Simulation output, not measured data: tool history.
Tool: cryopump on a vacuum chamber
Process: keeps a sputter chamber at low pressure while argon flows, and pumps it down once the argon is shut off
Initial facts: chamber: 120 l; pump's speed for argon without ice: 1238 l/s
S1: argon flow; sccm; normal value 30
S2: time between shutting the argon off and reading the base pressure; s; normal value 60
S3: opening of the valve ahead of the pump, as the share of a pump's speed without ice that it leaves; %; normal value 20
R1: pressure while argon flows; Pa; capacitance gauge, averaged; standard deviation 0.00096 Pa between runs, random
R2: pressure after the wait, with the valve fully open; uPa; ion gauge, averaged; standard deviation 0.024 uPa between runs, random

run 1 day=0.000 | S1=30 S2=60 S3=20 | R1=0.2084 R2=1.83
run 2 day=2.008 | S1=30 S2=60 S3=20 | R1=0.2099 R2=1.90
run 3 day=3.021 | S1=30 S2=198 S3=20 | R1=0.2134 R2=1.43
run 4 day=4.521 | S1=30 S2=60 S3=48 | R1=0.0928 R2=1.95
run 5 day=5.512 | S1=30 S2=60 S3=48 | R1=0.0934 R2=1.97
run 6 day=7.375 | S1=25 S2=60 S3=20 | R1=0.1773 R2=1.97
run 7 day=8.308 | S1=25 S2=60 S3=20 | R1=0.1773 R2=2.05
run 8 day=9.650 | S1=30 S2=60 S3=53 | R1=0.0875 R2=2.06
run 9 day=11.229 | S1=30 S2=247 S3=53 | R1=0.0886 R2=1.65
run 10 day=12.317 | S1=30 S2=247 S3=53 | R1=0.0891 R2=1.70
run 11 day=14.142 | S1=30 S2=247 S3=53 | R1=0.0913 R2=1.72
run 12 day=14.971 | S1=37 S2=60 S3=20 | R1=0.2687 R2=2.29
run 13 day=15.821 | S1=45 S2=60 S3=20 | R1=0.3277 R2=2.29
run 14 day=17.658 | S1=45 S2=60 S3=20 | R1=0.3315 R2=2.36
run 15 day=18.692 | S1=24 S2=293 S3=56 | R1=0.0724 R2=1.87
run 16 day=20.250 | S1=24 S2=293 S3=56 | R1=0.0739 R2=1.89
-- day=20.592 pump warmed up, emptied and cooled again
run 17 day=21.388 | S1=24 S2=293 S3=56 | R1=0.0594 R2=1.39
run 18 day=23.250 | S1=57 S2=68 S3=15 | R1=0.5193 R2=1.92
run 19 day=25.104 | S1=57 S2=68 S3=15 | R1=0.5264 R2=1.89
run 20 day=26.117 | S1=37 S2=60 S3=17 | R1=0.3004 R2=2.03
run 21 day=27.046 | S1=36 S2=56 S3=25 | R1=0.2000 R2=2.12
run 22 day=28.529 | S1=58 S2=50 S3=16 | R1=0.5023 R2=2.28
run 23 day=30.375 | S1=17 S2=20 S3=32 | R1=0.0759 R2=3.41
run 24 day=32.379 | S1=17 S2=30 S3=60 | R1=0.0426 R2=2.92

Each row is a separate what-if for the run after 24, all from the same tool condition, not one after another. Results?
run A day=33.500 | S1=20 S2=30 S3=26 | R1=? R2=?
run B day=33.500 | S1=24 S2=30 S3=26 | R1=? R2=?
run C day=33.500 | S1=18 S2=30 S3=60 | R1=? R2=?

run=A R1=0.1087 R2=2.93
run=B R1=0.1316 R2=2.97
run=C R1=0.0454 R2=3.01
What these runs would have given with no unlogged condition in the tool:
run=A R1=0.1042 R2=1.62
run=B R1=0.1261 R2=1.65
run=C R1=0.0413 R2=1.67
